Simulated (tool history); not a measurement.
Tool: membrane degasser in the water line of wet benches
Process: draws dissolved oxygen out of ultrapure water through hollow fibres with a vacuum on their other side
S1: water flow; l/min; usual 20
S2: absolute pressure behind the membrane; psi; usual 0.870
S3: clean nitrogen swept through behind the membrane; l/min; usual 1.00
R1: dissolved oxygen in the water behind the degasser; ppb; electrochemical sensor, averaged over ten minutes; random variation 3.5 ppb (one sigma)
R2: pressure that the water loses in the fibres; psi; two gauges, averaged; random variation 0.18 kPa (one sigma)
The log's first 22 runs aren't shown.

{"run": 23, "hour": 889.8, "S1": 16, "S2": 1.067, "S3": 1.3, "R1": 262.9, "R2": 3.993}
{"run": 24, "hour": 947.6, "S1": 23, "S2": 0.87, "S3": 1.27, "R1": 444.6, "R2": 5.761}
{"run": 25, "hour": 984.6, "S1": 13, "S2": 0.87, "S3": 0.68, "R1": 208.7, "R2": 3.255}
{"hour": 1005.7, "done": "vacuum gauge calibrated, once more"}
{"run": 26, "hour": 1025.0, "S1": 18, "S2": 0.679, "S3": 1.0, "R1": 246.8, "R2": 4.522}
{"run": 27, "hour": 1064.4, "S1": 20, "S2": 0.87, "S3": 2.76, "R1": 286.0, "R2": 5.031}
{"run": 28, "hour": 1118.0, "S1": 20, "S2": 0.87, "S3": 2.76, "R1": 289.7, "R2": 4.992}
{"run": 29, "hour": 1153.8, "S1": 20, "S2": 1.917, "S3": 1.0, "R1": 655.3, "R2": 4.982}
{"run": 30, "hour": 1187.1, "S1": 17, "S2": 0.624, "S3": 0.45, "R1": 248.0, "R2": 4.264}
{"run": 31, "hour": 1223.3, "S1": 17, "S2": 0.624, "S3": 0.45, "R1": 247.3, "R2": 4.247}
{"run": 32, "hour": 1269.6, "S1": 17, "S2": 0.624, "S3": 2.92, "R1": 186.3, "R2": 4.279}

Forecast each of these 4 alternatives for the next run:
{"run": "A", "hour": 1305.4, "S1": 20, "S2": 0.624, "S3": 1.02, "R1": "?", "R2": "?"}
{"run": "B", "hour": 1305.4, "S1": 20, "S2": 0.87, "S3": 1.36, "R1": "?", "R2": "?"}
{"run": "C", "hour": 1305.4, "S1": 30, "S2": 0.624, "S3": 2.92, "R1": "?", "R2": "?"}
{"run": "D", "hour": 1305.4, "S1": 29, "S2": 1.411, "S3": 0.81, "R1": "?", "R2": "?"}

run=A R1=297.3 R2=5.020
run=B R1=334.3 R2=4.998
run=C R1=566.3 R2=7.559
run=D R1=914.2 R2=7.226
Without the tool's hidden state the same runs would have given:
run=A R1=281.3 R2=4.930
run=B R1=318.6 R2=4.910
run=C R1=540.0 R2=7.426
run=D R1=890.4 R2=7.097
